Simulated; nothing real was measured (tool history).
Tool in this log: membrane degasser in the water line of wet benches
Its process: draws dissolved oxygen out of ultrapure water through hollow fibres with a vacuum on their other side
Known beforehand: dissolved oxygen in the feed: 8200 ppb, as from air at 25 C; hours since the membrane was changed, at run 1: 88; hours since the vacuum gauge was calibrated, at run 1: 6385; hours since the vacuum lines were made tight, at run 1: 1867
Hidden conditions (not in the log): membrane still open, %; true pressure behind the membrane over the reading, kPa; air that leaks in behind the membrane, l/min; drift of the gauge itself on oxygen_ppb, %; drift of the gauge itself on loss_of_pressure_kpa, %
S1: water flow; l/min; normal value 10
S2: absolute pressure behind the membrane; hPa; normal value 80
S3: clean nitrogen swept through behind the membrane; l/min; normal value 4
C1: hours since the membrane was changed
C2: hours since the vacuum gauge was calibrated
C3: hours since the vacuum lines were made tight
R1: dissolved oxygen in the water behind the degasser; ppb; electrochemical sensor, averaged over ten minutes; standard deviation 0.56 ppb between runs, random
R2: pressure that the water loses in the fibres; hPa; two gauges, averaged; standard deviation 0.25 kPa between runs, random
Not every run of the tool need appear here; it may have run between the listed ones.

run,hour,S1,S2,S3,C1,C2,C3,R1,R2
1,0,10,80,4,88,6385,1867,49.5,648.9
2,38.2,9,80,4,126,6424,1905,41.7,589.1
3,59.5,9,80,4,147,6445,1927,42.2,588.8
4,101,9,80,4,189,6486,1968,43.1,589.9
5,122.9,6,80,4,211,6508,1990,22.5,394
6,153,10,80,3.16,241,6538,2020,58.8,650.5
7,183.9,10,80,3.16,272,6569,2051,57.6,651.3
8,206.9,10,80,4,295,6592,2074,49.3,651.5
9,229.9,10,80,4,318,6615,2097,49.6,651.7
10,280.5,10,80,4,368,6666,2148,50,654
11,309.2,10,80,3.07,397,6695,2176,59.9,655.5
12,355.3,14,80,3.07,443,6741,2223,98.7,916.1
13,382.1,6,65.6,3.07,470,6768,2249,21.8,391.9
# hour 387.4: vacuum gauge calibrated
14,406,10,80,7.52,493,19,2273,35.4,655.7
15,447.3,7,80,4,534,60,2314,28.6,460.7
16,494.1,12,159.2,1.96,581,107,2361,220.8,781.6
17,520.4,10,198.2,7.49,608,133,2387,74.7,653.4
18,547.7,10,198.2,7.49,635,160,2414,75.6,652.8
19,597.5,10,198.2,7.49,685,210,2464,76.4,652.9
20,644.2,10,198.2,7.49,731,257,2511,75.7,651.1
# hour 690.4: vacuum gauge calibrated, once more
21,697.1,10,198.2,7.49,784,7,2563,74.1,654.5
22,718.4,10,198.2,7.49,805,28,2585,73.8,653.5

Predict each of these 3 candidate next runs independently; none follows another, all start after run 22:
A,762.4,10,91,3.45,849,72,2629,?,?
B,762.4,16,80,8.01,849,72,2629,?,?
C,762.4,10,115.2,3.19,849,72,2629,?,?

run,R1,R2
A,59.7,652.8
B,84,1042.2
C,83.3,651
Had the tool no hidden state, the same runs would have come out as:
run,R1,R2
A,59,650.4
B,82.8,1038.3
C,82.4,648.6

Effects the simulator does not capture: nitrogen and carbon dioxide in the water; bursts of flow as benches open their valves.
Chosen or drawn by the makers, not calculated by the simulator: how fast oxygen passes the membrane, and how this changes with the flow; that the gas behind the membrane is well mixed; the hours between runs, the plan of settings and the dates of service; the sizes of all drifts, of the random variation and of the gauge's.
